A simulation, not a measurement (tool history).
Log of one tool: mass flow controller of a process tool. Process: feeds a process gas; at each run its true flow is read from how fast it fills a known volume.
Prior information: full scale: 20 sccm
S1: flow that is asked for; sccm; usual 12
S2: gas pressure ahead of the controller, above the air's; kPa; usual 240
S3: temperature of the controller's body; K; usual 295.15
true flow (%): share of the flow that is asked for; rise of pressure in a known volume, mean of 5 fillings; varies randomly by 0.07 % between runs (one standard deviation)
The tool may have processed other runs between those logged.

run 1 hour=0 | S1=12 S2=240 S3=295.15 | true_flow_(%)=98.91
run 2 hour=145.1 | S1=8 S2=240 S3=295.15 | true_flow_(%)=98.7
run 3 hour=293.3 | S1=12 S2=240 S3=295.15 | true_flow_(%)=98.83
run 4 hour=419.5 | S1=12 S2=240 S3=295.15 | true_flow_(%)=98.75
run 5 hour=492.3 | S1=12 S2=240 S3=295.15 | true_flow_(%)=98.73
run 6 hour=609.3 | S1=12 S2=240 S3=295.15 | true_flow_(%)=98.79
run 7 hour=782.2 | S1=12 S2=240 S3=295.15 | true_flow_(%)=98.83
run 8 hour=860.3 | S1=12 S2=240 S3=295.15 | true_flow_(%)=98.83
run 9 hour=1028.9 | S1=12 S2=240 S3=295.15 | true_flow_(%)=98.67
run 10 hour=1193.8 | S1=12 S2=240 S3=295.15 | true_flow_(%)=98.76
run 11 hour=1263.8 | S1=12 S2=180 S3=294.15 | true_flow_(%)=99.11
run 12 hour=1409.9 | S1=4 S2=267 S3=310.15 | true_flow_(%)=99.9
run 13 hour=1482.1 | S1=4 S2=180 S3=293.15 | true_flow_(%)=98.97

Forecast run 14:
run 14 hour=1650.7 | S1=10 S2=260 S3=302.15 | true_flow_(%)=?

Run 14 yielded true flow (%) 99.11.
Were there no unlogged condition in the tool, this run, its random variation unchanged, would have produced true flow (%) 99.35.
